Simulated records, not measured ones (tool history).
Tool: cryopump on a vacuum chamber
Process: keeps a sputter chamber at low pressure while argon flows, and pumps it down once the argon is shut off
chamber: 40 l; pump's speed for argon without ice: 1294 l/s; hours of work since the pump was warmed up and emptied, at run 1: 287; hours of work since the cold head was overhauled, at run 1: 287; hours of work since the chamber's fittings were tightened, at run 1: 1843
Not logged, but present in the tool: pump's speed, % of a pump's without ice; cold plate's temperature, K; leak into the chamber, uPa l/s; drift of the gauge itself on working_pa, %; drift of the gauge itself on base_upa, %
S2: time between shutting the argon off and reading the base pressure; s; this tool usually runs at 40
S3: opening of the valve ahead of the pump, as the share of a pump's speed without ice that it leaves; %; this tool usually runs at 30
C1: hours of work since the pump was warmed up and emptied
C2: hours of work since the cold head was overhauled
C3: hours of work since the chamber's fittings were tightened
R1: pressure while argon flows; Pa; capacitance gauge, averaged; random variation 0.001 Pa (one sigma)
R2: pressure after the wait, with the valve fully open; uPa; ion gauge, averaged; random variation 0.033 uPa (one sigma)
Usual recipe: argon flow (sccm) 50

{"run": 1, "day": 0.0, "argon flow (sccm)": 50, "S2": 40, "S3": 30, "C1": 287, "C2": 287, "C3": 1843, "R1": 0.2242, "R2": 2.18}
{"run": 2, "day": 1.196, "argon flow (sccm)": 50, "S2": 40, "S3": 30, "C1": 299, "C2": 299, "C3": 1855, "R1": 0.2216, "R2": 2.24}
{"run": 3, "day": 2.446, "argon flow (sccm)": 50, "S2": 40, "S3": 30, "C1": 312, "C2": 312, "C3": 1868, "R1": 0.225, "R2": 2.18}
{"run": 4, "day": 3.504, "argon flow (sccm)": 50, "S2": 37, "S3": 30, "C1": 322, "C2": 322, "C3": 1879, "R1": 0.2242, "R2": 2.32}
{"run": 5, "day": 4.112, "argon flow (sccm)": 50, "S2": 37, "S3": 30, "C1": 329, "C2": 329, "C3": 1885, "R1": 0.2239, "R2": 2.29}
{"run": 6, "day": 5.267, "argon flow (sccm)": 50, "S2": 37, "S3": 17, "C1": 340, "C2": 340, "C3": 1897, "R1": 0.3907, "R2": 2.3}
{"run": 7, "day": 6.046, "argon flow (sccm)": 50, "S2": 37, "S3": 17, "C1": 348, "C2": 348, "C3": 1905, "R1": 0.3914, "R2": 2.27}
{"run": 8, "day": 7.154, "argon flow (sccm)": 50, "S2": 37, "S3": 17, "C1": 360, "C2": 360, "C3": 1916, "R1": 0.3923, "R2": 2.24}
{"run": 9, "day": 8.071, "argon flow (sccm)": 50, "S2": 37, "S3": 17, "C1": 369, "C2": 369, "C3": 1925, "R1": 0.3915, "R2": 2.33}
{"run": 10, "day": 8.779, "argon flow (sccm)": 35, "S2": 86, "S3": 30, "C1": 376, "C2": 376, "C3": 1932, "R1": 0.158, "R2": 1.37}
{"run": 11, "day": 9.825, "argon flow (sccm)": 35, "S2": 48, "S3": 18, "C1": 387, "C2": 387, "C3": 1943, "R1": 0.2575, "R2": 1.98}

What does the tool deliver on the next run?
{"run": 12, "day": 10.758, "argon flow (sccm)": 48, "S2": 148, "S3": 18, "C1": 396, "C2": 396, "C3": 1952, "R1": "?", "R2": "?"}

Logged for run 12: R1 0.3577 Pa, R2 1.07 uPa.
With the hidden condition absent and the run-to-run variation left alone, this run would have shown R1 0.3502 Pa, R2 0.66 uPa.
